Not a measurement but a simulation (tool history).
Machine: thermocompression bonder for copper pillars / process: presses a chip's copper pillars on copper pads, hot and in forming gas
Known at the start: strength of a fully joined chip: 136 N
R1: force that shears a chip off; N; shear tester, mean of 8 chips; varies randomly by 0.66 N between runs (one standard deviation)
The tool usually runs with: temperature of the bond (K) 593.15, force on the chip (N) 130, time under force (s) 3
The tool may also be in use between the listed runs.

{"run": 1, "day": 0.0, "temperature of the bond (K)": 593.15, "force on the chip (N)": 130, "time under force (s)": 3, "R1": 58.9}
{"day": 1.321, "done": "forming gas filter changed"}
{"run": 2, "day": 1.379, "temperature of the bond (K)": 593.15, "force on the chip (N)": 130, "time under force (s)": 3, "R1": 59.4}
{"run": 3, "day": 2.65, "temperature of the bond (K)": 593.15, "force on the chip (N)": 123, "time under force (s)": 3, "R1": 56.4}
{"run": 4, "day": 3.742, "temperature of the bond (K)": 608.15, "force on the chip (N)": 123, "time under force (s)": 3, "R1": 62.8}
{"run": 5, "day": 4.329, "temperature of the bond (K)": 608.15, "force on the chip (N)": 123, "time under force (s)": 3, "R1": 61.9}
{"run": 6, "day": 5.1, "temperature of the bond (K)": 593.15, "force on the chip (N)": 130, "time under force (s)": 2, "R1": 50.4}
{"run": 7, "day": 5.796, "temperature of the bond (K)": 606.15, "force on the chip (N)": 130, "time under force (s)": 2, "R1": 56.1}
{"run": 8, "day": 6.725, "temperature of the bond (K)": 587.15, "force on the chip (N)": 124, "time under force (s)": 2, "R1": 45.5}
{"run": 9, "day": 8.012, "temperature of the bond (K)": 587.15, "force on the chip (N)": 124, "time under force (s)": 2, "R1": 45.2}
{"run": 10, "day": 8.708, "temperature of the bond (K)": 573.15, "force on the chip (N)": 152, "time under force (s)": 2, "R1": 46.7}
{"run": 11, "day": 9.529, "temperature of the bond (K)": 582.15, "force on the chip (N)": 89, "time under force (s)": 4, "R1": 45}
{"run": 12, "day": 10.538, "temperature of the bond (K)": 582.15, "force on the chip (N)": 89, "time under force (s)": 4, "R1": 46.7}
{"run": 13, "day": 11.425, "temperature of the bond (K)": 601.15, "force on the chip (N)": 89, "time under force (s)": 2, "R1": 40.9}

Predict each of these 4 candidate next runs independently; none follows another, all start after run 13:
{"run": "A", "day": 12.708, "temperature of the bond (K)": 601.15, "force on the chip (N)": 189, "time under force (s)": 8, "R1": "?"}
{"run": "B", "day": 12.708, "temperature of the bond (K)": 566.15, "force on the chip (N)": 102, "time under force (s)": 5, "R1": "?"}
{"run": "C", "day": 12.708, "temperature of the bond (K)": 585.15, "force on the chip (N)": 130, "time under force (s)": 3, "R1": "?"}
{"run": "D", "day": 12.708, "temperature of the bond (K)": 607.15, "force on the chip (N)": 130, "time under force (s)": 3, "R1": "?"}

run=A R1=101.3
run=B R1=47.8
run=C R1=54.1
run=D R1=65.9
With the hidden condition removed and each run's random variation left untouched, the same runs would have given:
run=A R1=101.7
run=B R1=48.1
run=C R1=54.4
run=D R1=66.3

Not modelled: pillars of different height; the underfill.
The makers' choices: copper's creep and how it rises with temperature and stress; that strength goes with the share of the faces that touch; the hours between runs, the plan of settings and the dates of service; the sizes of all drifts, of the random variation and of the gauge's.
